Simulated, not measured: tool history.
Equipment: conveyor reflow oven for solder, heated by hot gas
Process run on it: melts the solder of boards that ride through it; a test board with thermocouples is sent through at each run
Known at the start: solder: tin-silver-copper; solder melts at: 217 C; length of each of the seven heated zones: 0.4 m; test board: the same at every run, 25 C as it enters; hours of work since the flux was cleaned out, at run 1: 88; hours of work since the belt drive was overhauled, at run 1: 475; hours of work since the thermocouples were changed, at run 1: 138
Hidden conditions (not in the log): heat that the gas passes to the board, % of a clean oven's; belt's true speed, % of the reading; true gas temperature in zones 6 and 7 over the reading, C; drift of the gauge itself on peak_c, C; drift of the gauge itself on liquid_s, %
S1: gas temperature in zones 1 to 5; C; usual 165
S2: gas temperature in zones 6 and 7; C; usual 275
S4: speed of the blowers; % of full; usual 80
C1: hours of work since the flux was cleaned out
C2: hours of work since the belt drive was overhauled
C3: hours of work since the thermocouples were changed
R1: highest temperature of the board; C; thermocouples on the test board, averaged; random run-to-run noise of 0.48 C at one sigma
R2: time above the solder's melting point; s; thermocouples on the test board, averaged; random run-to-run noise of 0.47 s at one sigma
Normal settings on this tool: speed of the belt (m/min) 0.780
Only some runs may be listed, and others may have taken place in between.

run 1 day=0.000 | S1=165 S2=275 speed_of_the_belt_(m/min)=0.780 S4=80 | C1=88 C2=475 C3=138 | R1=255.7 R2=45.0
run 2 day=0.942 | S1=162 S2=275 speed_of_the_belt_(m/min)=0.780 S4=80 | C1=106 C2=493 C3=156 | R1=254.9 R2=44.3
run 3 day=1.496 | S1=162 S2=275 speed_of_the_belt_(m/min)=0.780 S4=80 | C1=116 C2=504 C3=166 | R1=254.9 R2=44.6
run 4 day=2.438 | S1=162 S2=275 speed_of_the_belt_(m/min)=0.780 S4=80 | C1=134 C2=521 C3=184 | R1=254.9 R2=44.7
run 5 day=2.896 | S1=162 S2=275 speed_of_the_belt_(m/min)=0.780 S4=80 | C1=142 C2=530 C3=193 | R1=254.6 R2=44.2
run 6 day=3.279 | S1=165 S2=275 speed_of_the_belt_(m/min)=0.923 S4=80 | C1=150 C2=537 C3=200 | R1=248.1 R2=33.1
run 7 day=4.208 | S1=165 S2=276 speed_of_the_belt_(m/min)=0.780 S4=80 | C1=167 C2=555 C3=217 | R1=256.4 R2=45.5
run 8 day=4.688 | S1=153 S2=290 speed_of_the_belt_(m/min)=0.780 S4=80 | C1=176 C2=564 C3=226 | R1=265.9 R2=47.8
run 9 day=5.488 | S1=156 S2=290 speed_of_the_belt_(m/min)=0.697 S4=80 | C1=191 C2=579 C3=241 | R1=271.0 R2=56.9
run 10 day=6.117 | S1=156 S2=290 speed_of_the_belt_(m/min)=0.697 S4=80 | C1=203 C2=591 C3=253 | R1=269.8 R2=57.4
run 11 day=6.496 | S1=156 S2=290 speed_of_the_belt_(m/min)=0.697 S4=80 | C1=210 C2=598 C3=260 | R1=270.6 R2=56.5
run 12 day=6.975 | S1=165 S2=275 speed_of_the_belt_(m/min)=0.673 S4=53 | C1=219 C2=607 C3=269 | R1=250.1 R2=49.0
run 13 day=7.617 | S1=174 S2=274 speed_of_the_belt_(m/min)=0.688 S4=69 | C1=231 C2=619 C3=281 | R1=256.6 R2=55.1

Here are 3 independent what-if runs from the current tool condition. What would each one return?
run A day=8.142 | S1=176 S2=287 speed_of_the_belt_(m/min)=0.855 S4=69 | C1=241 C2=629 C3=291 | R1=? R2=?
run B day=8.142 | S1=179 S2=274 speed_of_the_belt_(m/min)=0.688 S4=69 | C1=241 C2=629 C3=291 | R1=? R2=?
run C day=8.142 | S1=165 S2=282 speed_of_the_belt_(m/min)=0.733 S4=58 | C1=241 C2=629 C3=291 | R1=? R2=?

run=A R1=258.8 R2=44.7
run=B R1=256.9 R2=57.3
run=C R1=254.2 R2=47.7
With no hidden state in the tool, these same runs would have given:
run=A R1=261.6 R2=45.9
run=B R1=258.8 R2=58.1
run=C R1=256.4 R2=48.9

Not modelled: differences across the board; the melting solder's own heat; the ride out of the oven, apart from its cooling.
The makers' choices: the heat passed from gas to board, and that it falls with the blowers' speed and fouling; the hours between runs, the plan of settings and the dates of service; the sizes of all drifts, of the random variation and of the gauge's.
